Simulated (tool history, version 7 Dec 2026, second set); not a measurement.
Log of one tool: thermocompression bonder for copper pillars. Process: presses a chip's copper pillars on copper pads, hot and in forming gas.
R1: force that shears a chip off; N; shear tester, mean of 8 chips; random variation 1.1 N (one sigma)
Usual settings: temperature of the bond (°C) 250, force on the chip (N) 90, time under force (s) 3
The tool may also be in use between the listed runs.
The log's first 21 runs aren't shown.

{"hour": 592.6, "done": "forming gas filter changed"}
{"run": 22, "hour": 606.7, "temperature of the bond (°C)": 250, "force on the chip (N)": 119, "time under force (s)": 3, "R1": 97.4}
{"run": 23, "hour": 641.4, "temperature of the bond (°C)": 234, "force on the chip (N)": 126, "time under force (s)": 3, "R1": 81.9}
{"run": 24, "hour": 664.9, "temperature of the bond (°C)": 258, "force on the chip (N)": 132, "time under force (s)": 2, "R1": 97.2}
{"run": 25, "hour": 690.8, "temperature of the bond (°C)": 267, "force on the chip (N)": 88, "time under force (s)": 5, "R1": 113.3}
{"run": 26, "hour": 712.9, "temperature of the bond (°C)": 263, "force on the chip (N)": 68, "time under force (s)": 3, "R1": 89}
{"run": 27, "hour": 754.4, "temperature of the bond (°C)": 263, "force on the chip (N)": 68, "time under force (s)": 3, "R1": 88.5}
{"run": 28, "hour": 794.5, "temperature of the bond (°C)": 263, "force on the chip (N)": 68, "time under force (s)": 3, "R1": 89.1}
{"run": 29, "hour": 834.5, "temperature of the bond (°C)": 280, "force on the chip (N)": 65, "time under force (s)": 5, "R1": 112}
{"run": 30, "hour": 859.8, "temperature of the bond (°C)": 269, "force on the chip (N)": 90, "time under force (s)": 2, "R1": 90.8}
{"run": 31, "hour": 897.0, "temperature of the bond (°C)": 269, "force on the chip (N)": 125, "time under force (s)": 2, "R1": 101.1}
{"run": 32, "hour": 931.4, "temperature of the bond (°C)": 255, "force on the chip (N)": 59, "time under force (s)": 2, "R1": 63.4}
{"run": 33, "hour": 962.2, "temperature of the bond (°C)": 239, "force on the chip (N)": 98, "time under force (s)": 2, "R1": 62.4}
{"run": 34, "hour": 997.0, "temperature of the bond (°C)": 239, "force on the chip (N)": 98, "time under force (s)": 2, "R1": 61.7}
{"run": 35, "hour": 1039.0, "temperature of the bond (°C)": 239, "force on the chip (N)": 98, "time under force (s)": 2, "R1": 63.3}
{"run": 36, "hour": 1061.9, "temperature of the bond (°C)": 256, "force on the chip (N)": 90, "time under force (s)": 2, "R1": 74.4}
{"run": 37, "hour": 1098.2, "temperature of the bond (°C)": 256, "force on the chip (N)": 90, "time under force (s)": 2, "R1": 75}
{"run": 38, "hour": 1124.0, "temperature of the bond (°C)": 240, "force on the chip (N)": 94, "time under force (s)": 8, "R1": 89.6}
{"run": 39, "hour": 1142.2, "temperature of the bond (°C)": 263, "force on the chip (N)": 94, "time under force (s)": 6, "R1": 104.6}

Forecast each of these 3 alternatives for the next run:
{"run": "A", "hour": 1182.1, "temperature of the bond (°C)": 229, "force on the chip (N)": 56, "time under force (s)": 3, "R1": "?"}
{"run": "B", "hour": 1182.1, "temperature of the bond (°C)": 271, "force on the chip (N)": 90, "time under force (s)": 3, "R1": "?"}
{"run": "C", "hour": 1182.1, "temperature of the bond (°C)": 239, "force on the chip (N)": 104, "time under force (s)": 2, "R1": "?"}

run=A R1=42.5
run=B R1=94.5
run=C R1=61.9
Without the tool's hidden state the same runs would have given:
run=A R1=53.5
run=B R1=109.8
run=C R1=76.1
